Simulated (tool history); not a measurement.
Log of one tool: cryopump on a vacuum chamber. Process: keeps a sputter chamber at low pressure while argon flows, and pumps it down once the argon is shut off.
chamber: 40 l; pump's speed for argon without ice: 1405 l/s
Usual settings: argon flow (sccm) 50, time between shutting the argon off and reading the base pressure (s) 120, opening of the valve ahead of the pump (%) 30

run	hour	argon flow (sccm)	time between shutting the argon off and reading the base pressure (s)	opening of the valve ahead of the pump (%)	pressure while argon flows (Pa)	pressure after the wait (uPa)
1	0.0	50	120	30	0.2227	1.57
2	56.6	50	120	30	0.2256	1.63
3	101.4	50	120	30	0.2264	1.67
4	166.5	50	120	30	0.2288	1.80
5	202.8	50	120	30	0.2316	1.76
6	247.0	50	120	30	0.2313	1.82
7	286.0	50	120	30	0.2318	1.82
# hour 342.6: pump warmed up, emptied and cooled again
8	357.7	50	21	30	0.2011	3.36
9	409.9	50	120	30	0.2027	1.36
10	472.5	50	120	30	0.2048	1.49
11	506.9	50	120	30	0.2060	1.51
12	559.4	50	120	30	0.2052	1.49
13	598.7	50	120	30	0.2064	1.51
14	644.3	68	120	30	0.2834	1.59
15	693.3	50	120	30	0.2081	1.54
16	733.6	50	120	30	0.2102	1.57
17	782.9	50	120	30	0.2115	1.63
18	824.7	50	120	30	0.2124	1.72
19	861.0	32	121	18	0.2227	1.74
20	909.0	32	121	18	0.2226	1.77
21	955.7	42	84	18	0.2905	1.96
22	984.6	42	84	18	0.2930	1.99
23	1021.9	86	84	18	0.6040	2.06
24	1089.4	26	100	21	0.1594	1.94
25	1150.3	45	120	45	0.1378	1.97
26	1206.3	27	41	45	0.0841	2.84
27	1261.8	23	160	17	0.1733	2.05
28	1300.9	75	287	40	0.2629	1.86
29	1335.0	50	28	16	0.4009	3.49
30	1379.6	50	28	16	0.4032	3.63
31	1436.9	23	26	57	0.0623	3.73
32	1483.1	23	26	57	0.0622	3.83

Forecast run 33:
# hour 1518.5: pump warmed up, emptied and cooled again
33	1537.0	62	25	37	?	?

{"run 33": {"pressure while argon flows (Pa)": 0.2062, "pressure after the wait (uPa)": 3.35}}
Without the tool's hidden state the same run would have given pressure while argon flows (Pa) 0.2038, pressure after the wait (uPa) 2.24.

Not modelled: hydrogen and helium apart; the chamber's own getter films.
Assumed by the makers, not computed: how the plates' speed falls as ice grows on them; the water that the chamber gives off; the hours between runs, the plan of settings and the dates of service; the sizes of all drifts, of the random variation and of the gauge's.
